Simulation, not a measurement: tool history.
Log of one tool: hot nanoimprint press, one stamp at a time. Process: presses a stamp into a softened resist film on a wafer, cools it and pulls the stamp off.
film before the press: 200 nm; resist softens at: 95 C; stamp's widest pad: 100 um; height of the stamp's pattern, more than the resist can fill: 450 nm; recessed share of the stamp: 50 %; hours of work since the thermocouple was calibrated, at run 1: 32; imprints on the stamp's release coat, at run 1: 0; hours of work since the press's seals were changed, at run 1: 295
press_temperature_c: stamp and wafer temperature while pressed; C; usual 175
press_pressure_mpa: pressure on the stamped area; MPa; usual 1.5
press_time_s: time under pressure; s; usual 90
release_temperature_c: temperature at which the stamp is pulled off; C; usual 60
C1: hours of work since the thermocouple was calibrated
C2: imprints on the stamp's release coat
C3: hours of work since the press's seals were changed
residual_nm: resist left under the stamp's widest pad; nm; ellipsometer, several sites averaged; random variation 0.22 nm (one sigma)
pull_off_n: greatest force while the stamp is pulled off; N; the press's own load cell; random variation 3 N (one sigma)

run 1 hour=0 | press_temperature_c=175 press_pressure_mpa=1.5 press_time_s=90 release_temperature_c=60 | C1=32 C2=0 C3=295 | residual_nm=90.1 pull_off_n=141
run 2 hour=37.9 | press_temperature_c=175 press_pressure_mpa=1.5 press_time_s=90 release_temperature_c=60 | C1=54 C2=137 C3=317 | residual_nm=90.3 pull_off_n=148
run 3 hour=78.3 | press_temperature_c=166 press_pressure_mpa=1.5 press_time_s=90 release_temperature_c=60 | C1=77 C2=283 C3=341 | residual_nm=113.6 pull_off_n=144
run 4 hour=112.7 | press_temperature_c=166 press_pressure_mpa=1.5 press_time_s=90 release_temperature_c=60 | C1=97 C2=408 C3=361 | residual_nm=113.8 pull_off_n=150
run 5 hour=155.3 | press_temperature_c=175 press_pressure_mpa=1.5 press_time_s=90 release_temperature_c=58 | C1=122 C2=561 C3=385 | residual_nm=90.7 pull_off_n=150
run 6 hour=185.4 | press_temperature_c=175 press_pressure_mpa=1.5 press_time_s=90 release_temperature_c=58 | C1=140 C2=670 C3=403 | residual_nm=90.8 pull_off_n=148
run 7 hour=213.6 | press_temperature_c=175 press_pressure_mpa=1.5 press_time_s=90 release_temperature_c=60 | C1=156 C2=772 C3=419 | residual_nm=90.8 pull_off_n=142
run 8 hour=256.2 | press_temperature_c=175 press_pressure_mpa=1.5 press_time_s=90 release_temperature_c=60 | C1=181 C2=926 C3=444 | residual_nm=90.6 pull_off_n=143
run 9 hour=277.4 | press_temperature_c=175 press_pressure_mpa=1.5 press_time_s=90 release_temperature_c=60 | C1=193 C2=1003 C3=456 | residual_nm=90.4 pull_off_n=140
run 10 hour=310.6 | press_temperature_c=175 press_pressure_mpa=1.5 press_time_s=90 release_temperature_c=60 | C1=212 C2=1123 C3=476 | residual_nm=90.6 pull_off_n=143
run 11 hour=328.5 | press_temperature_c=175 press_pressure_mpa=1.5 press_time_s=90 release_temperature_c=60 | C1=223 C2=1188 C3=486 | residual_nm=90.7 pull_off_n=142
-- hour=338.6 stamp cleaned and given a new release coat
run 12 hour=375.7 | press_temperature_c=175 press_pressure_mpa=1.45 press_time_s=90 release_temperature_c=60 | C1=247 C2=135 C3=510 | residual_nm=92.5 pull_off_n=143
run 13 hour=404.6 | press_temperature_c=175 press_pressure_mpa=1.45 press_time_s=90 release_temperature_c=60 | C1=264 C2=239 C3=527 | residual_nm=92.4 pull_off_n=146
run 14 hour=424.5 | press_temperature_c=175 press_pressure_mpa=1.5 press_time_s=90 release_temperature_c=60 | C1=275 C2=311 C3=539 | residual_nm=91.5 pull_off_n=140
run 15 hour=463.9 | press_temperature_c=175 press_pressure_mpa=1.5 press_time_s=90 release_temperature_c=60 | C1=298 C2=453 C3=562 | residual_nm=91.5 pull_off_n=140
-- hour=497.1 press's hydraulic seals changed and the load cell set to zero
run 16 hour=514.7 | press_temperature_c=183 press_pressure_mpa=0.99 press_time_s=90 release_temperature_c=61 | C1=323 C2=608 C3=10 | residual_nm=91 pull_off_n=140
run 17 hour=549.9 | press_temperature_c=183 press_pressure_mpa=0.99 press_time_s=90 release_temperature_c=61 | C1=344 C2=735 C3=31 | residual_nm=91.8 pull_off_n=140
-- hour=586 gauge calibrated
run 18 hour=587.8 | press_temperature_c=175 press_pressure_mpa=2.26 press_time_s=90 release_temperature_c=54 | C1=366 C2=872 C3=53 | residual_nm=74 pull_off_n=171
run 19 hour=616.1 | press_temperature_c=185 press_pressure_mpa=2.26 press_time_s=90 release_temperature_c=57 | C1=382 C2=975 C3=69 | residual_nm=56.4 pull_off_n=149
run 20 hour=647.7 | press_temperature_c=184 press_pressure_mpa=2.26 press_time_s=168 release_temperature_c=57 | C1=400 C2=1089 C3=88 | residual_nm=44.8 pull_off_n=159
run 21 hour=674.4 | press_temperature_c=184 press_pressure_mpa=2.26 press_time_s=168 release_temperature_c=57 | C1=416 C2=1185 C3=103 | residual_nm=44.7 pull_off_n=155
-- hour=685.7 stamp cleaned and given a new release coat
run 22 hour=722.8 | press_temperature_c=185 press_pressure_mpa=2.26 press_time_s=160 release_temperature_c=57 | C1=441 C2=134 C3=128 | residual_nm=44.4 pull_off_n=156
run 23 hour=748.8 | press_temperature_c=175 press_pressure_mpa=1.5 press_time_s=45 release_temperature_c=52 | C1=456 C2=227 C3=143 | residual_nm=115.6 pull_off_n=169
-- hour=759.9 plate thermocouple calibrated
run 24 hour=773.8 | press_temperature_c=175 press_pressure_mpa=1.5 press_time_s=45 release_temperature_c=52 | C1=8 C2=307 C3=156 | residual_nm=115.1 pull_off_n=173
run 25 hour=803.1 | press_temperature_c=175 press_pressure_mpa=1.34 press_time_s=45 release_temperature_c=52 | C1=25 C2=413 C3=173 | residual_nm=120.4 pull_off_n=173
run 26 hour=823.5 | press_temperature_c=175 press_pressure_mpa=1.5 press_time_s=69 release_temperature_c=62 | C1=37 C2=487 C3=185 | residual_nm=100.1 pull_off_n=136
run 27 hour=857.1 | press_temperature_c=175 press_pressure_mpa=2.08 press_time_s=50 release_temperature_c=50 | C1=57 C2=608 C3=204 | residual_nm=96.8 pull_off_n=185
run 28 hour=882.6 | press_temperature_c=175 press_pressure_mpa=0.97 press_time_s=50 release_temperature_c=50 | C1=71 C2=701 C3=219 | residual_nm=131.1 pull_off_n=177
run 29 hour=915.4 | press_temperature_c=175 press_pressure_mpa=1.05 press_time_s=72 release_temperature_c=60 | C1=91 C2=819 C3=238 | residual_nm=114.8 pull_off_n=149
run 30 hour=939.9 | press_temperature_c=175 press_pressure_mpa=1.05 press_time_s=72 release_temperature_c=60 | C1=105 C2=908 C3=252 | residual_nm=114.6 pull_off_n=143

Some steps in residual_nm between neighbouring runs. How much of each would the tool show without its hidden state too (settings, what came in, random variation), and how much is left for the hidden state, with any gauge scatter that isn't in both results?
The hidden state here: true temperature over the reading, C; pressure that arrives at the usual setting, %; grip of the stamp's worn release coat, % over a new coat's; drift of the gauge itself on residual_nm, %; drift of the gauge itself on pull_off_n, %.
Run 2 -> 3: press_temperature_c 175 -> 166. residual_nm +23.3 nm: hidden state +0.1, all else +23.2.
Run 17 -> 18: press_temperature_c 183 -> 175, press_pressure_mpa 0.99 -> 2.26, release_temperature_c 61 -> 54, gauge calibrated. residual_nm -17.8 nm: hidden state -1.6, all else -16.2.
Run 22 -> 23: press_temperature_c 185 -> 175, press_pressure_mpa 2.26 -> 1.5, press_time_s 160 -> 45, release_temperature_c 57 -> 52. residual_nm +71.2 nm: hidden state +0.4, all else +70.8.
Run 27 -> 28: press_pressure_mpa 2.08 -> 0.97. residual_nm +34.3 nm: hidden state +0.3, all else +34.
